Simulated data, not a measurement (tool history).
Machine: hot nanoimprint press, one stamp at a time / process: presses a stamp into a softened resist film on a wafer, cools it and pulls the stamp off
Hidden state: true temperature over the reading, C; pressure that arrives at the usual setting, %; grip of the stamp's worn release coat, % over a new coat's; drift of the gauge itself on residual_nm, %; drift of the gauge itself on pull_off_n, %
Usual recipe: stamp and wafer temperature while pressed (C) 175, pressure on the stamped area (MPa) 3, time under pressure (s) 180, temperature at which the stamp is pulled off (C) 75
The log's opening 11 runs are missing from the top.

run,day,stamp and wafer temperature while pressed (C),pressure on the stamped area (MPa),time under pressure (s),temperature at which the stamp is pulled off (C),hours of work since the thermocouple was calibrated,imprints on the stamp's release coat,hours of work since the press's seals were changed,resist left under the stamp's widest pad (nm),greatest force while the stamp is pulled off (N)
12,2.967,182,3,180,75,6,1154,155,74.2,253
13,3.233,182,3,180,75,9,1171,158,74.3,249
14,3.45,175,3,105,75,12,1185,161,113.4,251
15,3.679,175,3,105,75,15,1199,164,113.9,247
16,3.867,175,3,145,75,17,1211,166,102,253
# day 4.212: plate thermocouple calibrated, once more
17,4.242,175,2.3,180,62,0,1227,169,106.2,300
18,4.667,175,2.3,180,62,6,1254,175,106.2,294
19,5.012,175,2.3,180,62,10,1276,179,105.7,297
20,5.279,175,3,180,73,14,1293,183,92.2,257

Run 21, settings as shown, results not yet in. Your forecast:
21,5.717,176,3,133,63,19,1320,188,?,?

resist left under the stamp's widest pad (nm): 99.7
greatest force while the stamp is pulled off (N): 303
Were there no unlogged condition in the tool, this run, its random variation unchanged, would have produced resist left under the stamp's widest pad (nm) 98.3, greatest force while the stamp is pulled off (N) 219.
